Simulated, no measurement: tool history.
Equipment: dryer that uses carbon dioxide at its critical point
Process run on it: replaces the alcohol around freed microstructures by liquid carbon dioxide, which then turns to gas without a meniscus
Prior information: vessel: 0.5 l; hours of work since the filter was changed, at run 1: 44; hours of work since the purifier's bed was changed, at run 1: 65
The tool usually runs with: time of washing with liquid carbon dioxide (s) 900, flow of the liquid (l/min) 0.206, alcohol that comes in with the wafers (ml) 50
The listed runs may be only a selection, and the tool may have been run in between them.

run     day  time of washing with liquid carbon dioxide (s)  flow of the liquid (l/min)  alcohol that comes in with the wafers (ml)  hours of work since the filter was changed  hours of work since the purifier's bed was changed  alcohol left in the vessel before it's heated (ppm by volume)
  1   0.000                                             900                       0.206                                          50                                          44                                                  65                                                           1291
  2   0.692                                             900                       0.325                                          50                                          51                                                  72                                                            106
  3   1.612                                             720                       0.206                                          50                                          60                                                  81                                                           3087
  4   2.288                                             900                       0.206                                          50                                          67                                                  88                                                           1328
  5   2.879                                             900                       0.206                                          50                                          73                                                  94                                                           1322
  6   3.746                                             900                       0.206                                          50                                          82                                                 103                                                           1340
  7   4.262                                             900                       0.206                                          50                                          87                                                 108                                                           1378
  8   5.104                                            1200                       0.206                                          50                                          96                                                 116                                                            343
  9   5.892                                             900                       0.206                                          71                                         104                                                 124                                                           1930
 10   6.954                                             900                       0.243                                          50                                         115                                                 135                                                            658
 11   7.817                                            1200                       0.244                                          50                                         123                                                 144                                                            139
 12   8.971                                             660                       0.206                                          97                                         135                                                 156                                                           8469
 13   9.646                                             900                       0.252                                          47                                         142                                                 162                                                            542
 14  10.688                                             780                       0.252                                          47                                         152                                                 173                                                           1071
 15  11.250                                             600                       0.195                                          49                                         158                                                 179                                                           6751
 16  12.158                                             600                       0.195                                          49                                         167                                                 188                                                           6953
 17  12.800                                             600                       0.195                                          26                                         174                                                 194                                                           3775

Some steps in alcohol left in the vessel before it's heated (ppm by volume), run to run, broken into two amounts with sign: the step expected even without the hidden condition (settings, incoming material, random variation), and the rest, left for the hidden condition together with whatever gauge scatter is not in both the measured and the hidden-condition-free result:
The hidden state here: flow that reaches the vessel past the clogged filter, %; alcohol in the recycled carbon dioxide, ppm; drift of the gauge itself on alcohol_ppm, %.
Run 11 -> 12: time of washing with liquid carbon dioxide (s) 1200 -> 660, flow of the liquid (l/min) 0.244 -> 0.206, alcohol that comes in with the wafers (ml) 50 -> 97. alcohol left in the vessel before it's heated (ppm by volume) +8330: hidden state +1137, all else +7193.

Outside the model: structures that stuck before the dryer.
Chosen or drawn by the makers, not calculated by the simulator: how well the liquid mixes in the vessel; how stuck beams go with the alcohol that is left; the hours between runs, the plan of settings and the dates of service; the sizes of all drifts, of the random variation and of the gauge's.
